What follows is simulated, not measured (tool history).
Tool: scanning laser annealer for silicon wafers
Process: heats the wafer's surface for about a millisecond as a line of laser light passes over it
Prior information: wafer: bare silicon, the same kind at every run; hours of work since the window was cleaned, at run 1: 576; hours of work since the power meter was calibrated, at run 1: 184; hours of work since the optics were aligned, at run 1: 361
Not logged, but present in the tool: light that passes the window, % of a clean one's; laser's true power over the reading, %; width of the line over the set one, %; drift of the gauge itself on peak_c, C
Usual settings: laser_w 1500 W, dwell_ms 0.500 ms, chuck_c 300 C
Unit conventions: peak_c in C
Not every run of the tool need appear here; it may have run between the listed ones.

| run | day | laser_w | dwell_ms | chuck_c | hours of work since the window was cleaned | hours of work since the power meter was calibrated | hours of work since the optics were aligned | peak_c |
|---|---|---|---|---|---|---|---|---|
| 1 | 0.000 | 1500 | 0.500 | 300 | 576 | 184 | 361 | 1016 |
| 2 | 0.246 | 1500 | 0.500 | 300 | 581 | 189 | 366 | 1018 |
| 3 | 0.617 | 1500 | 0.500 | 300 | 588 | 196 | 373 | 1019 |
| 4 | 1.025 | 1500 | 0.500 | 300 | 595 | 203 | 380 | 1015 |
| 5 | 1.408 | 1500 | 0.500 | 300 | 602 | 210 | 387 | 1014 |
| 6 | 1.862 | 1500 | 0.500 | 300 | 611 | 219 | 396 | 1013 |
| 7 | 2.079 | 1500 | 0.500 | 300 | 615 | 223 | 400 | 1012 |
|  | 2.225 | laser's power meter calibrated |
| 8 | 2.492 | 1500 | 0.500 | 300 | 620 | 5 | 405 | 1014 |
| 9 | 2.917 | 1500 | 0.500 | 300 | 628 | 13 | 413 | 1014 |
| 10 | 3.179 | 1500 | 0.500 | 300 | 633 | 18 | 418 | 1013 |
| 11 | 3.592 | 1500 | 0.355 | 294 | 641 | 25 | 426 | 899 |
| 12 | 3.858 | 1574 | 0.375 | 268 | 646 | 30 | 430 | 930 |
| 13 | 4.333 | 1446 | 0.489 | 300 | 654 | 39 | 439 | 973 |
|  | 4.546 | laser's power meter calibrated, once more |
| 14 | 4.762 | 1446 | 0.489 | 279 | 660 | 4 | 445 | 948 |
| 15 | 5.062 | 1446 | 0.489 | 279 | 666 | 10 | 450 | 948 |
| 16 | 5.421 | 1501 | 0.422 | 326 | 672 | 16 | 457 | 982 |
| 17 | 5.750 | 1500 | 0.563 | 300 | 678 | 22 | 463 | 1051 |
| 18 | 5.975 | 1518 | 0.440 | 304 | 683 | 27 | 467 | 980 |

Predict each of these 4 candidate next runs independently; none follows another, all start after run 18:
| A | 6.233 | 1556 | 0.415 | 318 | 687 | 31 | 472 | ? |
| B | 6.233 | 1298 | 0.440 | 296 | 687 | 31 | 472 | ? |
| C | 6.233 | 1610 | 0.440 | 308 | 687 | 31 | 472 | ? |
| D | 6.233 | 1350 | 0.452 | 304 | 687 | 31 | 472 | ? |

| run | peak_c |
|---|---|
| A | 998 |
| B | 854 |
| C | 1036 |
| D | 895 |
The same runs, with their run-to-run variation unchanged, on a tool lacking any hidden condition would have given:
| run | peak_c |
|---|---|
| A | 1034 |
| B | 884 |
| C | 1075 |
| D | 927 |
